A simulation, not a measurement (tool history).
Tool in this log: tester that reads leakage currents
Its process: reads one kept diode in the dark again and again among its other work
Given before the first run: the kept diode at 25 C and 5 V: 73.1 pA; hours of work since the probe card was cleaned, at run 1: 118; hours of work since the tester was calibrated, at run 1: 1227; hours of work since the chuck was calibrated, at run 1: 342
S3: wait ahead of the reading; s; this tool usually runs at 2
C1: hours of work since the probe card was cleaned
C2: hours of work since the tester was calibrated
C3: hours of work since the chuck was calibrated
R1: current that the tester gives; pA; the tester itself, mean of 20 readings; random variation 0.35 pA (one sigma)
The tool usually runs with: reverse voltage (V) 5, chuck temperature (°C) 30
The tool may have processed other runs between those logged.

run 1 hour=0 | reverse_voltage_(V)=5 chuck_temperature_(°C)=30 S3=2 | C1=118 C2=1227 C3=342 | R1=122.31
run 2 hour=49.7 | reverse_voltage_(V)=5 chuck_temperature_(°C)=30 S3=2 | C1=139 C2=1248 C3=363 | R1=123.26
run 3 hour=93.6 | reverse_voltage_(V)=5 chuck_temperature_(°C)=54 S3=2 | C1=158 C2=1267 C3=382 | R1=915.69
run 4 hour=141 | reverse_voltage_(V)=5 chuck_temperature_(°C)=54 S3=2 | C1=177 C2=1287 C3=402 | R1=917.25
run 5 hour=208.5 | reverse_voltage_(V)=5 chuck_temperature_(°C)=30 S3=2 | C1=206 C2=1315 C3=430 | R1=124.16
run 6 hour=293.4 | reverse_voltage_(V)=16.4 chuck_temperature_(°C)=30 S3=2 | C1=242 C2=1351 C3=466 | R1=203.55
run 7 hour=330.9 | reverse_voltage_(V)=16.4 chuck_temperature_(°C)=30 S3=2 | C1=257 C2=1367 C3=482 | R1=205.85
run 8 hour=397.7 | reverse_voltage_(V)=16.4 chuck_temperature_(°C)=30 S3=2 | C1=286 C2=1395 C3=510 | R1=204.75
run 9 hour=467.5 | reverse_voltage_(V)=16.4 chuck_temperature_(°C)=30 S3=2 | C1=315 C2=1424 C3=539 | R1=206.36
run 10 hour=512.3 | reverse_voltage_(V)=16.4 chuck_temperature_(°C)=30 S3=2 | C1=334 C2=1443 C3=558 | R1=206.83
run 11 hour=563.2 | reverse_voltage_(V)=16.4 chuck_temperature_(°C)=30 S3=2 | C1=355 C2=1464 C3=580 | R1=207.31
run 12 hour=643.6 | reverse_voltage_(V)=16.4 chuck_temperature_(°C)=30 S3=2 | C1=389 C2=1498 C3=613 | R1=208.65
run 13 hour=681.7 | reverse_voltage_(V)=16.4 chuck_temperature_(°C)=30 S3=2 | C1=405 C2=1514 C3=629 | R1=210.66
run 14 hour=736.2 | reverse_voltage_(V)=2.7 chuck_temperature_(°C)=50 S3=9.78 | C1=428 C2=1537 C3=652 | R1=541.1
run 15 hour=773.6 | reverse_voltage_(V)=2.7 chuck_temperature_(°C)=44 S3=9.78 | C1=444 C2=1553 C3=668 | R1=335.03
run 16 hour=862.7 | reverse_voltage_(V)=16.28 chuck_temperature_(°C)=44 S3=0.93 | C1=481 C2=1591 C3=706 | R1=700.19
run 17 hour=904.5 | reverse_voltage_(V)=16.28 chuck_temperature_(°C)=44 S3=0.93 | C1=499 C2=1608 C3=723 | R1=698.39
run 18 hour=991.7 | reverse_voltage_(V)=1.65 chuck_temperature_(°C)=47 S3=0.93 | C1=536 C2=1645 C3=760 | R1=355.38

The next listed run, before its measurement:
run 19 hour=1062.3 | reverse_voltage_(V)=2.43 chuck_temperature_(°C)=40 S3=0.93 | C1=565 C2=1675 C3=790 | R1=?

R1: 235.32 pA
Take away the tool's hidden state, keep the run-to-run variation as it was, and the same run would have given R1 210.42 pA.

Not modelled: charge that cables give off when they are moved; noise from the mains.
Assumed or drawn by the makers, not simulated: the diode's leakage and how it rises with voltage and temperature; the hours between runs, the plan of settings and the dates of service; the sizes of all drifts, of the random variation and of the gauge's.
